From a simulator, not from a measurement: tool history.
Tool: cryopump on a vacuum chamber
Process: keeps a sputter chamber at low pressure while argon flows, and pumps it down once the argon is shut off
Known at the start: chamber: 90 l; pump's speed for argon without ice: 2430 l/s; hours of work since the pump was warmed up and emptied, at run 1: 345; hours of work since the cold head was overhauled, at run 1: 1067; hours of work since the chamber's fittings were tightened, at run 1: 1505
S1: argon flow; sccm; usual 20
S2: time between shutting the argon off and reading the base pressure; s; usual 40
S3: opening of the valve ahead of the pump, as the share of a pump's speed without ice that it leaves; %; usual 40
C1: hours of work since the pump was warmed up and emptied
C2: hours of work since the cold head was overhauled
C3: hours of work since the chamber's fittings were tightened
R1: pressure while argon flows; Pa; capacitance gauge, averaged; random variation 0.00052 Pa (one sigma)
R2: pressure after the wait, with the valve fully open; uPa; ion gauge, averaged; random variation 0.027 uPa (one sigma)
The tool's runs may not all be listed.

| run | hour | S1 | S2 | S3 | C1 | C2 | C3 | R1 | R2 |
|---|---|---|---|---|---|---|---|---|---|
| 1 | 0 | 20 | 40 | 40 | 345 | 1067 | 1505 | 0.0383 | 3.01 |
|  | 21.8 | pump warmed up, emptied and cooled again |
| 2 | 26 | 20 | 99 | 40 | 3 | 1083 | 1520 | 0.035 | 2.01 |
| 3 | 66.3 | 20 | 99 | 40 | 32 | 1112 | 1549 | 0.0348 | 2.05 |
| 4 | 87.6 | 20 | 68 | 40 | 48 | 1127 | 1565 | 0.0362 | 2.31 |
| 5 | 108.4 | 20 | 68 | 40 | 63 | 1142 | 1580 | 0.0348 | 2.29 |
| 6 | 127.8 | 20 | 40 | 54 | 77 | 1156 | 1594 | 0.0268 | 2.86 |
| 7 | 163.7 | 20 | 40 | 54 | 103 | 1182 | 1620 | 0.0266 | 2.87 |
| 8 | 188.8 | 20 | 240 | 40 | 121 | 1200 | 1638 | 0.0363 | 2.08 |
| 9 | 230.7 | 20 | 240 | 40 | 151 | 1231 | 1668 | 0.0366 | 2.06 |
| 10 | 249.3 | 20 | 158 | 31 | 165 | 1244 | 1682 | 0.0464 | 2.22 |
| 11 | 282.3 | 32 | 193 | 22 | 188 | 1268 | 1706 | 0.1049 | 2.27 |
| 12 | 306.6 | 12 | 99 | 32 | 206 | 1286 | 1723 | 0.0272 | 2.51 |
|  | 317.8 | leaking fittings of the chamber tightened, without venting |
| 13 | 327.8 | 12 | 123 | 21 | 220 | 1300 | 7 | 0.0404 | 0.53 |
| 14 | 354.4 | 40 | 264 | 19 | 239 | 1319 | 26 | 0.1501 | 0.36 |
| 15 | 382.5 | 40 | 264 | 19 | 260 | 1339 | 47 | 0.1514 | 0.41 |
| 16 | 406.1 | 10 | 82 | 16 | 277 | 1356 | 64 | 0.0454 | 0.79 |
| 17 | 437.5 | 11 | 24 | 16 | 299 | 1379 | 87 | 0.0504 | 2.1 |

5 ways to go on from here, each from the tool as it stands after run 17. What would each give?
| A | 463 | 11 | 108 | 18 | 318 | 1397 | 105 | ? | ? |
| B | 463 | 21 | 21 | 40 | 318 | 1397 | 105 | ? | ? |
| C | 463 | 11 | 294 | 19 | 318 | 1397 | 105 | ? | ? |
| D | 463 | 20 | 29 | 40 | 318 | 1397 | 105 | ? | ? |
| E | 463 | 18 | 33 | 29 | 318 | 1397 | 105 | ? | ? |

| run | R1 | R2 |
|---|---|---|
| A | 0.0436 | 0.72 |
| B | 0.0395 | 2.42 |
| C | 0.0418 | 0.44 |
| D | 0.0383 | 1.76 |
| E | 0.0459 | 1.58 |
Without the tool's hidden state the same runs would have given:
| run | R1 | R2 |
|---|---|---|
| A | 0.0417 | 0.55 |
| B | 0.0359 | 2.25 |
| C | 0.0399 | 0.27 |
| D | 0.0348 | 1.59 |
| E | 0.0428 | 1.41 |
